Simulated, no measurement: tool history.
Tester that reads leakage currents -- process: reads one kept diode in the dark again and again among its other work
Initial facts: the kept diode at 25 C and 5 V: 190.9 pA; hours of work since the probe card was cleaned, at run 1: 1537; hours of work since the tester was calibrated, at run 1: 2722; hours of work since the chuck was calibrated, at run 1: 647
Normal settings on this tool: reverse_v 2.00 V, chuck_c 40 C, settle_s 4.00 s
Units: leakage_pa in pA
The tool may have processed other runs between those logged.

| run | hour | reverse_v | chuck_c | settle_s | hours of work since the probe card was cleaned | hours of work since the tester was calibrated | hours of work since the chuck was calibrated | leakage_pa |
|---|---|---|---|---|---|---|---|---|
| 1 | 0.0 | 2.00 | 40 | 4.00 | 1537 | 2722 | 647 | 360.38 |
| 2 | 180.9 | 2.00 | 40 | 1.27 | 1654 | 2839 | 764 | 354.26 |
| 3 | 338.2 | 2.00 | 40 | 1.27 | 1756 | 2941 | 865 | 349.03 |
| 4 | 543.1 | 2.00 | 28 | 4.00 | 1889 | 3073 | 998 | 139.28 |
|  | 674.7 | chuck's temperature calibrated |
| 5 | 683.6 | 2.00 | 28 | 4.00 | 1978 | 3163 | 6 | 157.83 |
| 6 | 830.7 | 2.00 | 28 | 4.00 | 2073 | 3258 | 101 | 156.59 |
| 7 | 994.7 | 2.00 | 28 | 4.00 | 2179 | 3364 | 207 | 154.91 |
| 8 | 1223.5 | 2.00 | 40 | 4.00 | 2327 | 3512 | 355 | 374.37 |
| 9 | 1364.3 | 2.00 | 40 | 4.00 | 2418 | 3603 | 446 | 372.91 |
| 10 | 1468.2 | 2.00 | 40 | 4.00 | 2486 | 3670 | 513 | 367.60 |
| 11 | 1656.5 | 2.00 | 40 | 4.00 | 2607 | 3792 | 635 | 365.14 |
| 12 | 1819.2 | 2.00 | 40 | 4.00 | 2712 | 3897 | 740 | 360.62 |
| 13 | 2038.6 | 5.19 | 46 | 4.50 | 2854 | 4039 | 882 | 874.34 |
| 14 | 2153.0 | 2.00 | 30 | 2.44 | 2928 | 4113 | 956 | 166.82 |
|  | 2367.8 | chuck's temperature calibrated |
| 15 | 2372.0 | 7.14 | 59 | 3.00 | 3069 | 4253 | 3 | 2702.81 |
|  | 2387.5 | probe card cleaned and baked |
| 16 | 2606.8 | 7.14 | 23 | 0.40 | 142 | 4403 | 153 | 198.53 |
| 17 | 2747.6 | 7.14 | 23 | 0.40 | 233 | 4494 | 244 | 197.41 |
| 18 | 2904.2 | 7.14 | 23 | 0.40 | 334 | 4595 | 345 | 194.91 |
| 19 | 3044.9 | 16.82 | 58 | 0.57 | 425 | 4686 | 436 | 3708.99 |
| 20 | 3202.2 | 2.00 | 21 | 4.00 | 527 | 4788 | 538 | 84.73 |
| 21 | 3306.1 | 2.00 | 21 | 4.00 | 594 | 4855 | 605 | 84.19 |

What if the next run were any one of these 5? Each begins from the tool's condition after run 21:
|  | 3378.5 | tester calibrated |
| A | 3441.5 | 4.82 | 24 | 1.18 | 680 | 41 | 691 | ? |
|  | 3378.5 | tester calibrated |
| B | 3441.5 | 1.10 | 40 | 4.00 | 680 | 41 | 691 | ? |
|  | 3378.5 | tester calibrated |
| C | 3441.5 | 1.66 | 21 | 2.83 | 680 | 41 | 691 | ? |
|  | 3378.5 | tester calibrated |
| D | 3441.5 | 6.83 | 38 | 7.48 | 680 | 41 | 691 | ? |
|  | 3378.5 | tester calibrated |
| E | 3441.5 | 5.33 | 24 | 0.62 | 680 | 41 | 691 | ? |

| run | leakage_pa |
|---|---|
| A | 161.46 |
| B | 263.11 |
| C | 74.31 |
| D | 564.77 |
| E | 171.09 |
With no hidden state in the tool, these same runs would have given:
| run | leakage_pa |
|---|---|
| A | 173.39 |
| B | 282.66 |
| C | 80.15 |
| D | 605.76 |
| E | 183.58 |
